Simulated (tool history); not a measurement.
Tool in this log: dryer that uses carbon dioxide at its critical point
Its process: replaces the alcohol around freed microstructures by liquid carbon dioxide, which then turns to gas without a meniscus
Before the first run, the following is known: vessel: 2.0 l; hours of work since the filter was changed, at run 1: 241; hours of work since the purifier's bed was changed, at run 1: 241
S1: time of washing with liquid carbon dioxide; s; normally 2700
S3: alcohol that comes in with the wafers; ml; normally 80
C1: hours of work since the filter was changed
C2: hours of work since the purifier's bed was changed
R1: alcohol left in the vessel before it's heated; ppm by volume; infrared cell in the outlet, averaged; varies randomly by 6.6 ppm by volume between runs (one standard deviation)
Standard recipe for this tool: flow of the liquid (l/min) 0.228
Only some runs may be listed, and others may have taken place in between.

{"run": 1, "hour": 0.0, "S1": 2700, "flow of the liquid (l/min)": 0.228, "S3": 80, "C1": 241, "C2": 241, "R1": 406}
{"run": 2, "hour": 39.4, "S1": 2700, "flow of the liquid (l/min)": 0.228, "S3": 80, "C1": 261, "C2": 261, "R1": 423}
{"run": 3, "hour": 81.7, "S1": 2700, "flow of the liquid (l/min)": 0.228, "S3": 80, "C1": 282, "C2": 282, "R1": 434}
{"run": 4, "hour": 115.2, "S1": 2700, "flow of the liquid (l/min)": 0.228, "S3": 80, "C1": 298, "C2": 298, "R1": 440}
{"run": 5, "hour": 160.6, "S1": 2700, "flow of the liquid (l/min)": 0.228, "S3": 80, "C1": 321, "C2": 321, "R1": 463}
{"run": 6, "hour": 211.6, "S1": 2700, "flow of the liquid (l/min)": 0.228, "S3": 80, "C1": 346, "C2": 346, "R1": 484}
{"run": 7, "hour": 276.3, "S1": 1680, "flow of the liquid (l/min)": 0.228, "S3": 80, "C1": 378, "C2": 378, "R1": 2473}
{"run": 8, "hour": 320.8, "S1": 2700, "flow of the liquid (l/min)": 0.228, "S3": 24, "C1": 401, "C2": 401, "R1": 205}
{"hour": 352.3, "done": "inlet filter changed"}
{"run": 9, "hour": 366.0, "S1": 2700, "flow of the liquid (l/min)": 0.228, "S3": 24, "C1": 7, "C2": 423, "R1": 149}
{"run": 10, "hour": 436.1, "S1": 2700, "flow of the liquid (l/min)": 0.228, "S3": 24, "C1": 42, "C2": 458, "R1": 162}
{"run": 11, "hour": 497.0, "S1": 2700, "flow of the liquid (l/min)": 0.228, "S3": 24, "C1": 72, "C2": 488, "R1": 165}
{"run": 12, "hour": 552.8, "S1": 2700, "flow of the liquid (l/min)": 0.228, "S3": 24, "C1": 100, "C2": 516, "R1": 177}
{"run": 13, "hour": 583.1, "S1": 2700, "flow of the liquid (l/min)": 0.228, "S3": 24, "C1": 115, "C2": 531, "R1": 188}
{"run": 14, "hour": 651.5, "S1": 2700, "flow of the liquid (l/min)": 0.228, "S3": 24, "C1": 149, "C2": 565, "R1": 200}
{"run": 15, "hour": 693.9, "S1": 2700, "flow of the liquid (l/min)": 0.228, "S3": 80, "C1": 170, "C2": 586, "R1": 423}
{"run": 16, "hour": 741.7, "S1": 2700, "flow of the liquid (l/min)": 0.228, "S3": 80, "C1": 194, "C2": 610, "R1": 454}
{"run": 17, "hour": 790.2, "S1": 2700, "flow of the liquid (l/min)": 0.228, "S3": 80, "C1": 218, "C2": 634, "R1": 454}
{"run": 18, "hour": 844.1, "S1": 2700, "flow of the liquid (l/min)": 0.228, "S3": 80, "C1": 245, "C2": 661, "R1": 467}
{"run": 19, "hour": 911.5, "S1": 2700, "flow of the liquid (l/min)": 0.228, "S3": 80, "C1": 278, "C2": 694, "R1": 498}
{"run": 20, "hour": 985.4, "S1": 2160, "flow of the liquid (l/min)": 0.228, "S3": 80, "C1": 315, "C2": 731, "R1": 1116}
{"run": 21, "hour": 1042.4, "S1": 2160, "flow of the liquid (l/min)": 0.228, "S3": 80, "C1": 344, "C2": 760, "R1": 1119}
{"run": 22, "hour": 1109.4, "S1": 2700, "flow of the liquid (l/min)": 0.228, "S3": 80, "C1": 377, "C2": 793, "R1": 539}
{"run": 23, "hour": 1183.4, "S1": 2700, "flow of the liquid (l/min)": 0.228, "S3": 80, "C1": 414, "C2": 830, "R1": 570}
{"hour": 1190.3, "done": "inlet filter changed"}
{"hour": 1220.7, "done": "purifier's bed changed"}
{"run": 24, "hour": 1248.8, "S1": 3600, "flow of the liquid (l/min)": 0.228, "S3": 79, "C1": 28, "C2": 14, "R1": 64}
{"run": 25, "hour": 1279.4, "S1": 2400, "flow of the liquid (l/min)": 0.144, "S3": 79, "C1": 43, "C2": 29, "R1": 2431}
{"run": 26, "hour": 1329.3, "S1": 3120, "flow of the liquid (l/min)": 0.3, "S3": 42, "C1": 68, "C2": 54, "R1": 29}
{"run": 27, "hour": 1368.1, "S1": 2640, "flow of the liquid (l/min)": 0.197, "S3": 75, "C1": 87, "C2": 73, "R1": 657}
{"run": 28, "hour": 1422.0, "S1": 2700, "flow of the liquid (l/min)": 0.209, "S3": 66, "C1": 114, "C2": 100, "R1": 406}
{"run": 29, "hour": 1477.4, "S1": 1860, "flow of the liquid (l/min)": 0.206, "S3": 35, "C1": 141, "C2": 128, "R1": 895}
{"run": 30, "hour": 1534.7, "S1": 2700, "flow of the liquid (l/min)": 0.228, "S3": 28, "C1": 170, "C2": 156, "R1": 151}
{"run": 31, "hour": 1578.1, "S1": 1800, "flow of the liquid (l/min)": 0.228, "S3": 38, "C1": 192, "C2": 178, "R1": 845}
{"run": 32, "hour": 1645.8, "S1": 1800, "flow of the liquid (l/min)": 0.228, "S3": 70, "C1": 225, "C2": 212, "R1": 1552}
{"run": 33, "hour": 1692.7, "S1": 1800, "flow of the liquid (l/min)": 0.271, "S3": 120, "C1": 249, "C2": 235, "R1": 1571}
{"run": 34, "hour": 1753.0, "S1": 1740, "flow of the liquid (l/min)": 0.144, "S3": 80, "C1": 279, "C2": 265, "R1": 6047}
{"run": 35, "hour": 1786.7, "S1": 2700, "flow of the liquid (l/min)": 0.228, "S3": 33, "C1": 296, "C2": 282, "R1": 203}
{"run": 36, "hour": 1842.8, "S1": 2700, "flow of the liquid (l/min)": 0.228, "S3": 33, "C1": 323, "C2": 310, "R1": 219}
{"run": 37, "hour": 1894.0, "S1": 2700, "flow of the liquid (l/min)": 0.228, "S3": 33, "C1": 349, "C2": 335, "R1": 235}
{"run": 38, "hour": 1933.5, "S1": 2760, "flow of the liquid (l/min)": 0.228, "S3": 68, "C1": 369, "C2": 355, "R1": 368}
{"run": 39, "hour": 1987.5, "S1": 2700, "flow of the liquid (l/min)": 0.228, "S3": 21, "C1": 396, "C2": 382, "R1": 171}
{"hour": 2030.1, "done": "inlet filter changed"}
{"run": 40, "hour": 2054.4, "S1": 2700, "flow of the liquid (l/min)": 0.228, "S3": 21, "C1": 12, "C2": 415, "R1": 141}
{"run": 41, "hour": 2104.0, "S1": 3840, "flow of the liquid (l/min)": 0.319, "S3": 44, "C1": 37, "C2": 439, "R1": 68}
{"run": 42, "hour": 2148.3, "S1": 3840, "flow of the liquid (l/min)": 0.319, "S3": 44, "C1": 59, "C2": 461, "R1": 74}
{"run": 43, "hour": 2194.8, "S1": 3840, "flow of the liquid (l/min)": 0.319, "S3": 43, "C1": 82, "C2": 485, "R1": 79}
{"run": 44, "hour": 2234.7, "S1": 2700, "flow of the liquid (l/min)": 0.228, "S3": 75, "C1": 102, "C2": 505, "R1": 375}
{"run": 45, "hour": 2276.3, "S1": 2700, "flow of the liquid (l/min)": 0.228, "S3": 75, "C1": 123, "C2": 525, "R1": 390}
{"run": 46, "hour": 2334.2, "S1": 2700, "flow of the liquid (l/min)": 0.327, "S3": 115, "C1": 151, "C2": 554, "R1": 138}

Here are 4 independent what-if runs from the current tool condition. What would each one return?
{"run": "A", "hour": 2403.1, "S1": 2700, "flow of the liquid (l/min)": 0.296, "S3": 40, "C1": 186, "C2": 588, "R1": "?"}
{"run": "B", "hour": 2403.1, "S1": 3600, "flow of the liquid (l/min)": 0.298, "S3": 69, "C1": 186, "C2": 588, "R1": "?"}
{"run": "C", "hour": 2403.1, "S1": 2700, "flow of the liquid (l/min)": 0.156, "S3": 80, "C1": 186, "C2": 588, "R1": "?"}
{"run": "D", "hour": 2403.1, "S1": 4020, "flow of the liquid (l/min)": 0.178, "S3": 36, "C1": 186, "C2": 588, "R1": "?"}

run=A R1=141
run=B R1=99
run=C R1=1564
run=D R1=161
Without the tool's hidden state the same runs would have given:
run=A R1=44
run=B R1=8
run=C R1=1294
run=D R1=58
